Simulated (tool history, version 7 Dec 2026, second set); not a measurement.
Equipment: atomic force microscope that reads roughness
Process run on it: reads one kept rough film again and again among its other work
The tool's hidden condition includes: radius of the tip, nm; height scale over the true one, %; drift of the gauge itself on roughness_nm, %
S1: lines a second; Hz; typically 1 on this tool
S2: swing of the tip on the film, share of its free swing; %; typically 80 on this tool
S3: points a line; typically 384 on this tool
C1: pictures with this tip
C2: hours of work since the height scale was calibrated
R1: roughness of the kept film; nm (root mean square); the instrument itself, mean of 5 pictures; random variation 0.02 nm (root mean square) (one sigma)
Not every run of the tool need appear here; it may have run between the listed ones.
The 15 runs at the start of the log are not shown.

| run | hour | S1 | S2 | S3 | C1 | C2 | R1 |
|---|---|---|---|---|---|---|---|
| 16 | 125.4 | 0.79 | 82 | 780 | 46 | 220 | 4.564 |
| 17 | 135 | 1 | 80 | 384 | 56 | 225 | 4.43 |
|  | 137 | height scale calibrated on a step standard |
| 18 | 145.9 | 0.79 | 62 | 384 | 66 | 5 | 4.6 |
| 19 | 151.9 | 0.79 | 62 | 384 | 72 | 8 | 4.547 |
| 20 | 158.4 | 1.7 | 67 | 393 | 79 | 11 | 4.346 |
| 21 | 165.6 | 1 | 81 | 938 | 87 | 14 | 4.247 |
| 22 | 172.4 | 1 | 72 | 658 | 94 | 18 | 4.317 |
| 23 | 178.3 | 1 | 72 | 658 | 100 | 21 | 4.286 |
| 24 | 183.3 | 1 | 72 | 658 | 105 | 23 | 4.278 |
|  | 193.6 | height scale calibrated on a step standard, once more |
| 25 | 194.4 | 2.66 | 85 | 658 | 115 | 0 | 3.573 |
| 26 | 199.6 | 2.66 | 85 | 658 | 121 | 3 | 3.571 |
|  | 202.9 | new tip fitted |
| 27 | 204.6 | 2.9 | 85 | 869 | 1 | 5 | 4.158 |
| 28 | 211.8 | 1.03 | 56 | 962 | 9 | 9 | 4.991 |
| 29 | 220.5 | 3.35 | 80 | 384 | 18 | 13 | 4.118 |
| 30 | 231 | 3.51 | 81 | 739 | 29 | 19 | 3.986 |
| 31 | 237.1 | 2.31 | 80 | 384 | 35 | 22 | 4.259 |
| 32 | 246 | 2.31 | 80 | 384 | 44 | 26 | 4.214 |
| 33 | 253.3 | 1.59 | 79 | 483 | 52 | 30 | 4.373 |
| 34 | 261.2 | 1 | 65 | 266 | 60 | 34 | 4.576 |

Alternative continuations, all from the tool just after run 34; predict every row:
| A | 269.6 | 2.29 | 80 | 384 | 69 | 38 | ? |
| B | 269.6 | 1 | 65 | 452 | 69 | 38 | ? |
| C | 269.6 | 2.14 | 57 | 479 | 69 | 38 | ? |

| run | R1 |
|---|---|
| A | 4.057 |
| B | 4.544 |
| C | 4.516 |
What these runs would have given with no unlogged condition in the tool:
| run | R1 |
|---|---|
| A | 4.509 |
| B | 5.052 |
| C | 5.019 |
